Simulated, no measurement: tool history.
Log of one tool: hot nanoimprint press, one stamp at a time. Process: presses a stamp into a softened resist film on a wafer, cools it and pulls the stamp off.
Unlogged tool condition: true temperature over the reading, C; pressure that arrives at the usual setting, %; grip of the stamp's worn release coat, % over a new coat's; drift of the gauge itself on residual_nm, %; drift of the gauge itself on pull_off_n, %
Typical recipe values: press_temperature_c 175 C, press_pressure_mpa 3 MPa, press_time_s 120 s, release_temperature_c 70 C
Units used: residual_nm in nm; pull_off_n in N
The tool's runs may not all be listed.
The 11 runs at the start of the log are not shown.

run	day	press_temperature_c	press_pressure_mpa	press_time_s	release_temperature_c	hours of work since the thermocouple was calibrated	imprints on the stamp's release coat	hours of work since the press's seals were changed	residual_nm	pull_off_n
12	2.888	175	3	120	70	432	49	104	182.6	97
13	3.254	175	3	120	70	438	90	109	182.7	95
14	3.492	175	3	120	70	441	116	113	183.5	95
15	3.646	175	3	120	70	443	133	115	183.2	96
16	3.962	175	3	74	59	448	168	120	212	116
17	4.142	175	3	74	59	451	188	122	211.6	119
18	4.388	172	3.48	152	70	454	216	126	172.6	95
19	4.662	182	2.14	131	76	458	246	130	179	88
20	5.004	175	2.48	65	66	463	284	135	238.9	102
21	5.321	175	2.82	120	70	468	319	140	188.2	96
22	5.533	175	2.82	120	70	471	343	143	190.2	91
23	5.888	170	3.94	96	70	477	382	148	195	97
24	6.042	169	3.71	189	74	479	399	151	167.5	92
25	6.225	169	3.71	189	74	482	419	153	167.5	92
26	6.471	169	3.71	189	74	485	447	157	167	89
27	6.721	167	4.4	189	61	489	474	161	161.7	116
28	6.912	175	2.05	120	62	492	496	163	219.7	113
29	7.075	179	2.05	137	62	494	513	166	193.1	115
30	7.375	183	2.05	193	62	499	547	170	158.2	110

Branching from run 30: 3 alternative next runs. What would each branch give?
A	7.625	175	3.74	120	78	502	575	174	?	?
B	7.625	183	1.88	193	62	502	575	174	?	?
C	7.625	183	2.49	94	58	502	575	174	?	?

run	residual_nm	pull_off_n
A	162.6	81
B	163.4	112
C	179.4	115
What these runs would have given with no unlogged condition in the tool:
run	residual_nm	pull_off_n
A	162.7	81
B	163.5	112
C	179.5	115
